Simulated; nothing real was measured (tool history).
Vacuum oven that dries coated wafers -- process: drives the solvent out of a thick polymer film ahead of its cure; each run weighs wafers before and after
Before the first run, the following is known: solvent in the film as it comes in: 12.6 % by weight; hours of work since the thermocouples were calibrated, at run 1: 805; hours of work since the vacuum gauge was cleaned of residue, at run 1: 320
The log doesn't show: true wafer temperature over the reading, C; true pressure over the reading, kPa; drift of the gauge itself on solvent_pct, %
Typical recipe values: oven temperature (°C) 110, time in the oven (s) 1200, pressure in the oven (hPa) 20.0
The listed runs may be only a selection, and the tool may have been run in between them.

run	hour	oven temperature (°C)	time in the oven (s)	pressure in the oven (hPa)	hours of work since the thermocouples were calibrated	hours of work since the vacuum gauge was cleaned of residue	solvent left in the film (%)
1	0.0	110	1200	20.0	805	320	1.43
2	19.8	110	1620	20.0	820	335	1.15
3	40.6	110	1200	44.3	836	351	2.71
4	50.3	110	1200	20.0	843	358	1.42
5	62.0	110	1200	15.8	852	367	1.19
6	79.4	110	1200	15.8	865	380	1.18
7	96.8	110	1200	15.8	878	393	1.26
8	108.8	110	1200	74.7	887	402	4.27
9	118.3	110	1200	74.7	894	409	4.32
10	136.1	110	1200	52.2	908	423	3.13
11	158.9	110	1080	52.2	925	440	3.23
12	178.9	110	1080	52.2	940	455	3.29
13	196.3	110	2040	20.0	953	468	1.14
14	218.6	110	2040	20.0	970	485	1.16
15	232.7	121	1980	12.5	980	495	0.48
16	251.0	110	1200	22.7	994	509	1.61
17	260.5	110	1200	22.7	1001	516	1.61
18	280.4	124	1680	20.0	1016	531	0.63
19	291.6	119	2040	20.0	1025	540	0.86
20	308.2	119	2040	20.0	1037	552	0.81
21	328.5	119	2040	19.3	1053	567	0.81
22	351.3	121	660	21.4	1070	585	1.05
23	371.6	103	840	21.4	1085	600	3.56
24	383.2	103	840	21.4	1094	609	3.57
25	399.9	95	840	15.2	1106	621	5.20
26	417.0	120	2040	15.2	1119	634	0.62

Predict each of these 5 candidate next runs independently; none follows another, all start after run 26:
A	434.4	120	780	17.4	1132	647	?
B	434.4	110	1860	13.6	1132	647	?
C	434.4	106	1080	15.2	1132	647	?
D	434.4	116	1500	14.9	1132	647	?
E	434.4	120	1800	23.9	1132	647	?

run	solvent left in the film (%)
A	0.92
B	0.83
C	1.93
D	0.70
E	0.96
What these runs would have given with no unlogged condition in the tool:
run	solvent left in the film (%)
A	0.83
B	0.75
C	1.74
D	0.65
E	0.91
